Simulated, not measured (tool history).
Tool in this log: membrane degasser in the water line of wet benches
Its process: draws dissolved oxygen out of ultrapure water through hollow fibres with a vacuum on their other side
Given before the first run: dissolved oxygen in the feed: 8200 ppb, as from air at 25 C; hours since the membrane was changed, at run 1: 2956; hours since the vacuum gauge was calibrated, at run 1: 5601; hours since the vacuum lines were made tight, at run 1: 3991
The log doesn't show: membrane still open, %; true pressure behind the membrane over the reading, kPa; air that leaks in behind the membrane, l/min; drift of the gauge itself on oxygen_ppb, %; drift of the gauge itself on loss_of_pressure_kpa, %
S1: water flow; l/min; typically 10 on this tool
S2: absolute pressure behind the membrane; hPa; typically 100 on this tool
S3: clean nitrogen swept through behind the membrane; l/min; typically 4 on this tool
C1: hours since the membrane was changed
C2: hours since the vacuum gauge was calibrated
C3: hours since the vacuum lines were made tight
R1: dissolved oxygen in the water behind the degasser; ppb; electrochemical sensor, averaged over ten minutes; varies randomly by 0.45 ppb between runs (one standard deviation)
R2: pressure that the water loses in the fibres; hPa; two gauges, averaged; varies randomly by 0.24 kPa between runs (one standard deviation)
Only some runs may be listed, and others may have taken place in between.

run	hour	S1	S2	S3	C1	C2	C3	R1	R2
1	0	10	100	4	2956	5601	3991	49.4	629.3
2	45.7	10	108	4	3002	5646	4037	54.8	632
3	83.8	10	108	4	3040	5684	4075	54.6	632
4	121.3	10	100	4	3078	5722	4112	49.5	633.3
5	180.9	10	69	4	3137	5782	4172	29.9	632.8
# hour 189.3: vacuum gauge calibrated
6	229.8	10	69	4	3186	40	4220	31.1	630.8
7	279	9	100	2.01	3235	90	4270	83.6	572.4
8	315.2	10	63	4.61	3271	126	4306	23.9	629.6
9	387.4	10	63	4.61	3343	198	4378	24	629
10	432.8	15	127	4	3389	243	4423	120.6	953
11	505.7	8	100	4	3461	316	4496	38.1	503.4
12	590.7	8	100	4	3546	401	4581	39.3	509.7

Measured result minus the same run's result without the hidden state. Both carry the same run-to-run variation, though not necessarily the same gauge scatter:
run	R1	R2
1	+3.4	+8.6
2	+3.5	+8.7
3	+3.7	+8.9
4	+3.5	+9
5	+2.9	+9.2
6	+3.9	+9.3
7	+7.6	+8.5
8	+3.4	+9.5
9	+3.4	+9.7
10	+8.3	+14.8
11	+3.9	+8
12	+4.1	+8.2
